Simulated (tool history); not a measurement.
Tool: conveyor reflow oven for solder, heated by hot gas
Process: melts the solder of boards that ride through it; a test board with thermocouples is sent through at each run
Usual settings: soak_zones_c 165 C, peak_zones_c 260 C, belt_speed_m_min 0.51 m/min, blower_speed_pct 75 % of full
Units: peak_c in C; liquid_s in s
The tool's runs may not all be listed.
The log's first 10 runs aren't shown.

run 11 hour=74.2 | soak_zones_c=165 peak_zones_c=260 belt_speed_m_min=0.51 blower_speed_pct=58 | peak_c=241.7 liquid_s=47.6
run 12 hour=83.9 | soak_zones_c=165 peak_zones_c=260 belt_speed_m_min=0.51 blower_speed_pct=58 | peak_c=241.4 liquid_s=47.8
run 13 hour=91.4 | soak_zones_c=178 peak_zones_c=260 belt_speed_m_min=0.51 blower_speed_pct=75 | peak_c=246.5 liquid_s=58.9
run 14 hour=97.6 | soak_zones_c=165 peak_zones_c=260 belt_speed_m_min=0.51 blower_speed_pct=75 | peak_c=244.5 liquid_s=52.1
run 15 hour=109.5 | soak_zones_c=165 peak_zones_c=270 belt_speed_m_min=0.51 blower_speed_pct=75 | peak_c=253.1 liquid_s=59.1
run 16 hour=119.9 | soak_zones_c=165 peak_zones_c=270 belt_speed_m_min=0.51 blower_speed_pct=75 | peak_c=253.4 liquid_s=59.3
run 17 hour=126.1 | soak_zones_c=153 peak_zones_c=273 belt_speed_m_min=0.51 blower_speed_pct=76 | peak_c=253.8 liquid_s=55.6
run 18 hour=132.4 | soak_zones_c=165 peak_zones_c=260 belt_speed_m_min=0.51 blower_speed_pct=78 | peak_c=244.8 liquid_s=52.5
run 19 hour=141.5 | soak_zones_c=154 peak_zones_c=252 belt_speed_m_min=0.51 blower_speed_pct=57 | peak_c=232 liquid_s=32.8
run 20 hour=147.9 | soak_zones_c=165 peak_zones_c=260 belt_speed_m_min=0.516 blower_speed_pct=75 | peak_c=244.1 liquid_s=50.8
run 21 hour=155.6 | soak_zones_c=165 peak_zones_c=260 belt_speed_m_min=0.516 blower_speed_pct=75 | peak_c=243.9 liquid_s=50.7
run 22 hour=166.1 | soak_zones_c=163 peak_zones_c=263 belt_speed_m_min=0.51 blower_speed_pct=55 | peak_c=243 liquid_s=48
run 23 hour=178.2 | soak_zones_c=152 peak_zones_c=264 belt_speed_m_min=0.51 blower_speed_pct=75 | peak_c=245.8 liquid_s=49.1
run 24 hour=185.6 | soak_zones_c=165 peak_zones_c=253 belt_speed_m_min=0.51 blower_speed_pct=52 | peak_c=234 liquid_s=38.5
run 25 hour=194.7 | soak_zones_c=165 peak_zones_c=258 belt_speed_m_min=0.426 blower_speed_pct=52 | peak_c=243.9 liquid_s=62.1
run 26 hour=202.2 | soak_zones_c=165 peak_zones_c=258 belt_speed_m_min=0.426 blower_speed_pct=52 | peak_c=244 liquid_s=63.1
run 27 hour=210 | soak_zones_c=165 peak_zones_c=258 belt_speed_m_min=0.426 blower_speed_pct=52 | peak_c=244.3 liquid_s=62.3
run 28 hour=218.6 | soak_zones_c=165 peak_zones_c=258 belt_speed_m_min=0.426 blower_speed_pct=52 | peak_c=244 liquid_s=62.5
run 29 hour=224 | soak_zones_c=165 peak_zones_c=258 belt_speed_m_min=0.424 blower_speed_pct=76 | peak_c=247.9 liquid_s=69.1
run 30 hour=229.3 | soak_zones_c=178 peak_zones_c=274 belt_speed_m_min=0.51 blower_speed_pct=51 | peak_c=254.1 liquid_s=63.3
run 31 hour=234.5 | soak_zones_c=178 peak_zones_c=253 belt_speed_m_min=0.54 blower_speed_pct=52 | peak_c=235.2 liquid_s=41.5

3 ways to go on from here, each from the tool as it stands after run 31. What would each give?
run A hour=243.2 | soak_zones_c=165 peak_zones_c=255 belt_speed_m_min=0.51 blower_speed_pct=57 | peak_c=? liquid_s=?
run B hour=243.2 | soak_zones_c=165 peak_zones_c=259 belt_speed_m_min=0.45 blower_speed_pct=75 | peak_c=? liquid_s=?
run C hour=243.2 | soak_zones_c=159 peak_zones_c=253 belt_speed_m_min=0.578 blower_speed_pct=52 | peak_c=? liquid_s=?

run=A peak_c=237.1 liquid_s=42.6
run=B peak_c=247.1 liquid_s=63.5
run=C peak_c=228.3 liquid_s=22.5
Without the tool's hidden state the same runs would have given:
run=A peak_c=237.1 liquid_s=42.7
run=B peak_c=247.1 liquid_s=63.5
run=C peak_c=228.4 liquid_s=22.6
